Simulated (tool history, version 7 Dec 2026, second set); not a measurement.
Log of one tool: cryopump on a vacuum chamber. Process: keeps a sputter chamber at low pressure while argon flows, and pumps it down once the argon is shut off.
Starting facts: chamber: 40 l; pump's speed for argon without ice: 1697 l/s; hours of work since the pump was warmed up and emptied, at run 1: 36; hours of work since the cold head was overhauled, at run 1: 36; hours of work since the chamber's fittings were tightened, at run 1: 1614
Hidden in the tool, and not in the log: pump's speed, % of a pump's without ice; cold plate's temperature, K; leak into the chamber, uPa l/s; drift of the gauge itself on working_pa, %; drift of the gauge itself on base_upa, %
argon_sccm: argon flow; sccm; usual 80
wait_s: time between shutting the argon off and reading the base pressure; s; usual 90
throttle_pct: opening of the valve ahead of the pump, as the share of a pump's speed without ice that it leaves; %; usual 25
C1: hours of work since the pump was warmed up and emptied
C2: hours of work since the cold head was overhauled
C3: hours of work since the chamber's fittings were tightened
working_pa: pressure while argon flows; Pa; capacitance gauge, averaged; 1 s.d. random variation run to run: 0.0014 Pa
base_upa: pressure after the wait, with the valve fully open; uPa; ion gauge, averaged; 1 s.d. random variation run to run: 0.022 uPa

Run 1, day 0: usual settings; C1 36; C2 36; C3 1614. Result: working_pa 0.3213 Pa, base_upa 1.12 uPa.
Run 2, day 0.592: usual settings but throttle_pct 50 %; C1 46; C2 46; C3 1625. Result: working_pa 0.1626 Pa, base_upa 1.12 uPa.
Run 3, day 1.058: usual settings but wait_s 270 s; C1 55; C2 55; C3 1633. Result: working_pa 0.3202 Pa, base_upa 0.85 uPa.
Run 4, day 1.871: usual settings but argon_sccm 60 sccm; C1 69; C2 69; C3 1647. Result: working_pa 0.2413 Pa, base_upa 1.09 uPa.
Run 5, day 2.662: usual settings; C1 83; C2 83; C3 1661. Result: working_pa 0.3219 Pa, base_upa 1.14 uPa.
Run 6, day 3.312: usual settings; C1 95; C2 95; C3 1673. Result: working_pa 0.3243 Pa, base_upa 1.15 uPa.
Run 7, day 4.238: usual settings; C1 111; C2 111; C3 1689. Result: working_pa 0.3226 Pa, base_upa 1.11 uPa.
Run 8, day 4.979: usual settings; C1 124; C2 124; C3 1702. Result: working_pa 0.3231 Pa, base_upa 1.14 uPa.
Run 9, day 5.662: usual settings; C1 136; C2 136; C3 1714. Result: working_pa 0.3236 Pa, base_upa 1.16 uPa.
Run 10, day 6.279: usual settings but throttle_pct 23 %; C1 147; C2 147; C3 1725. Result: working_pa 0.3523 Pa, base_upa 1.13 uPa.
Run 11, day 7.25: usual settings but wait_s 64 s; C1 164; C2 164; C3 1743. Result: working_pa 0.3205 Pa, base_upa 1.3 uPa.
Run 12, day 8.108: usual settings but wait_s 64 s; C1 180; C2 180; C3 1758. Result: working_pa 0.322 Pa, base_upa 1.36 uPa.
Run 13, day 9.05: usual settings but argon_sccm 123 sccm, throttle_pct 16 %; C1 196; C2 196; C3 1774. Result: working_pa 0.7707 Pa, base_upa 1.17 uPa.
Run 14, day 9.925: usual settings but argon_sccm 35 sccm, wait_s 156 s, throttle_pct 43 %; C1 212; C2 212; C3 1790. Result: working_pa 0.0837 Pa, base_upa 1.05 uPa.
Run 15, day 10.517: usual settings but argon_sccm 35 sccm, wait_s 156 s, throttle_pct 43 %; C1 222; C2 222; C3 1800. Result: working_pa 0.0829 Pa, base_upa 1.04 uPa.
Run 16, day 11.138: usual settings but argon_sccm 35 sccm, wait_s 192 s, throttle_pct 43 %; C1 233; C2 233; C3 1811. Result: working_pa 0.0839 Pa, base_upa 1.01 uPa.
Run 17, day 11.654: usual settings but argon_sccm 93 sccm, wait_s 75 s, throttle_pct 43 %; C1 242; C2 242; C3 1821. Result: working_pa 0.2213 Pa, base_upa 1.3 uPa.
Run 18, day 12.329: usual settings but argon_sccm 93 sccm, wait_s 75 s, throttle_pct 43 %; C1 254; C2 254; C3 1833. Result: working_pa 0.2222 Pa, base_upa 1.29 uPa.
Run 19, day 13.2: usual settings but wait_s 52 s; C1 270; C2 270; C3 1848. Result: working_pa 0.3256 Pa, base_upa 1.5 uPa.
Run 20, day 13.983: usual settings but argon_sccm 63 sccm, throttle_pct 36 %; C1 284; C2 284; C3 1862. Result: working_pa 0.1787 Pa, base_upa 1.25 uPa.
Run 21, day 14.471: usual settings but argon_sccm 124 sccm, wait_s 282 s, throttle_pct 34 %; C1 292; C2 292; C3 1871. Result: working_pa 0.3716 Pa, base_upa 0.99 uPa.
Run 22, day 15.033: usual settings but argon_sccm 124 sccm, wait_s 282 s, throttle_pct 34 %; C1 302; C2 302; C3 1880. Result: working_pa 0.3742 Pa, base_upa 1 uPa.
Run 23, day 15.688: usual settings but argon_sccm 90 sccm, wait_s 109 s, throttle_pct 21 %; C1 314; C2 314; C3 1892. Result: working_pa 0.4343 Pa, base_upa 1.2 uPa.

Each row is a separate what-if for the run after 23, all from the same tool condition, not one after another. Results?
Run A, day 16.604: usual settings but argon_sccm 49 sccm, wait_s 45 s, throttle_pct 27 %; C1 330; C2 330; C3 1908. Result: working_pa ?, base_upa ?.
Run B, day 16.604: usual settings but argon_sccm 60 sccm; C1 330; C2 330; C3 1908. Result: working_pa ?, base_upa ?.
Run C, day 16.604: usual settings but argon_sccm 90 sccm, wait_s 33 s, throttle_pct 21 %; C1 330; C2 330; C3 1908. Result: working_pa ?, base_upa ?.
Run D, day 16.604: usual settings but argon_sccm 79 sccm, wait_s 210 s, throttle_pct 46 %; C1 330; C2 330; C3 1908. Result: working_pa ?, base_upa ?.

run  working_pa  base_upa
  A      0.1864      1.58
  B       0.246      1.28
  C      0.4346      1.89
  D      0.1787      1.07
With the hidden condition removed and each run's random variation left untouched, the same runs would have given:
run  working_pa  base_upa
  A      0.1815      0.85
  B      0.2401      0.55
  C      0.4258      1.15
  D      0.1709      0.36

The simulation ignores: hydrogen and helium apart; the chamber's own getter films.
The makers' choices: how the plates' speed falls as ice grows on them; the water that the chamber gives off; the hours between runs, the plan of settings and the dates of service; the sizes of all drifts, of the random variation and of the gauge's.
